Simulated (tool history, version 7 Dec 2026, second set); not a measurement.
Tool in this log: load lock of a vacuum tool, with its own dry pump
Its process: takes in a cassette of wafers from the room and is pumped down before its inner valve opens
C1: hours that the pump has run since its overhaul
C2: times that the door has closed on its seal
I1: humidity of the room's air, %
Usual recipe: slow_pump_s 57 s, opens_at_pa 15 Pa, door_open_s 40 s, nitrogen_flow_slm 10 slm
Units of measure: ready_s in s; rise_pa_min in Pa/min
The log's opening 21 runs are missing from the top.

run 22 hour=9734.7 | slow_pump_s=37 opens_at_pa=15 door_open_s=105 nitrogen_flow_slm=8 | C1=7225 C2=17071 | I1=45.3 | ready_s=77.0 rise_pa_min=0.388
run 23 hour=10402.6 | slow_pump_s=30 opens_at_pa=15 door_open_s=132 nitrogen_flow_slm=4 | C1=7893 C2=18939 | I1=46.7 | ready_s=72.5 rise_pa_min=0.470
run 24 hour=11062.1 | slow_pump_s=62 opens_at_pa=15 door_open_s=100 nitrogen_flow_slm=10 | C1=8553 C2=20783 | I1=45.8 | ready_s=98.7 rise_pa_min=0.499
run 25 hour=11627.5 | slow_pump_s=62 opens_at_pa=15 door_open_s=100 nitrogen_flow_slm=10 | C1=9118 C2=22364 | I1=42.3 | ready_s=98.6 rise_pa_min=0.536
run 26 hour=11923.1 | slow_pump_s=62 opens_at_pa=15 door_open_s=100 nitrogen_flow_slm=10 | C1=9414 C2=23191 | I1=43.1 | ready_s=98.4 rise_pa_min=0.568
run 27 hour=12333.5 | slow_pump_s=62 opens_at_pa=15 door_open_s=100 nitrogen_flow_slm=10 | C1=9824 C2=24339 | I1=42.8 | ready_s=100.1 rise_pa_min=0.602
-- hour=12596.9 dry pump taken out, an overhauled one fitted
run 28 hour=12650.8 | slow_pump_s=57 opens_at_pa=20 door_open_s=40 nitrogen_flow_slm=20 | C1=54 C2=25209 | I1=48.8 | ready_s=86.5 rise_pa_min=0.606
run 29 hour=13090.0 | slow_pump_s=57 opens_at_pa=20 door_open_s=40 nitrogen_flow_slm=20 | C1=493 C2=26437 | I1=43.6 | ready_s=88.0 rise_pa_min=0.648
run 30 hour=13549.7 | slow_pump_s=57 opens_at_pa=20 door_open_s=40 nitrogen_flow_slm=20 | C1=953 C2=27723 | I1=42.7 | ready_s=88.0 rise_pa_min=0.713
run 31 hour=13867.5 | slow_pump_s=57 opens_at_pa=20 door_open_s=40 nitrogen_flow_slm=20 | C1=1271 C2=28611 | I1=44.7 | ready_s=88.5 rise_pa_min=0.739
-- hour=13953.8 door's seal changed, seat wiped
run 32 hour=14442.7 | slow_pump_s=57 opens_at_pa=11 door_open_s=40 nitrogen_flow_slm=7 | C1=1844 C2=1367 | I1=44.1 | ready_s=91.7 rise_pa_min=0.055
run 33 hour=15075.6 | slow_pump_s=57 opens_at_pa=27 door_open_s=76 nitrogen_flow_slm=16 | C1=2477 C2=3137 | I1=43.7 | ready_s=86.9 rise_pa_min=0.083
run 34 hour=15479.5 | slow_pump_s=57 opens_at_pa=27 door_open_s=76 nitrogen_flow_slm=16 | C1=2881 C2=4266 | I1=49.6 | ready_s=87.6 rise_pa_min=0.108
run 35 hour=16126.6 | slow_pump_s=44 opens_at_pa=12 door_open_s=67 nitrogen_flow_slm=18 | C1=3528 C2=6076 | I1=44.2 | ready_s=81.1 rise_pa_min=0.115
run 36 hour=16559.5 | slow_pump_s=44 opens_at_pa=12 door_open_s=155 nitrogen_flow_slm=7 | C1=3961 C2=7286 | I1=46.5 | ready_s=80.9 rise_pa_min=0.212

Predict each of these 5 candidate next runs independently; none follows another, all start after run 36:
run A hour=17072.5 | slow_pump_s=107 opens_at_pa=12 door_open_s=158 nitrogen_flow_slm=25 | C1=4474 C2=8721 | I1=44.2 | ready_s=? rise_pa_min=?
run B hour=17072.5 | slow_pump_s=57 opens_at_pa=12 door_open_s=233 nitrogen_flow_slm=10 | C1=4474 C2=8721 | I1=48.0 | ready_s=? rise_pa_min=?
run C hour=17072.5 | slow_pump_s=44 opens_at_pa=12 door_open_s=51 nitrogen_flow_slm=5 | C1=4474 C2=8721 | I1=44.5 | ready_s=? rise_pa_min=?
run D hour=17072.5 | slow_pump_s=57 opens_at_pa=20 door_open_s=40 nitrogen_flow_slm=10 | C1=4474 C2=8721 | I1=47.2 | ready_s=? rise_pa_min=?
run E hour=17072.5 | slow_pump_s=57 opens_at_pa=22 door_open_s=29 nitrogen_flow_slm=10 | C1=4474 C2=8721 | I1=42.5 | ready_s=? rise_pa_min=?

run=A ready_s=135.2 rise_pa_min=0.191
run=B ready_s=92.4 rise_pa_min=0.253
run=C ready_s=80.6 rise_pa_min=0.162
run=D ready_s=88.9 rise_pa_min=0.159
run=E ready_s=88.8 rise_pa_min=0.137
Had the tool no hidden state, the same runs would have come out as:
run=A ready_s=133.9 rise_pa_min=0.081
run=B ready_s=90.6 rise_pa_min=0.145
run=C ready_s=78.7 rise_pa_min=0.051
run=D ready_s=87.3 rise_pa_min=0.048
run=E ready_s=87.2 rise_pa_min=0.028
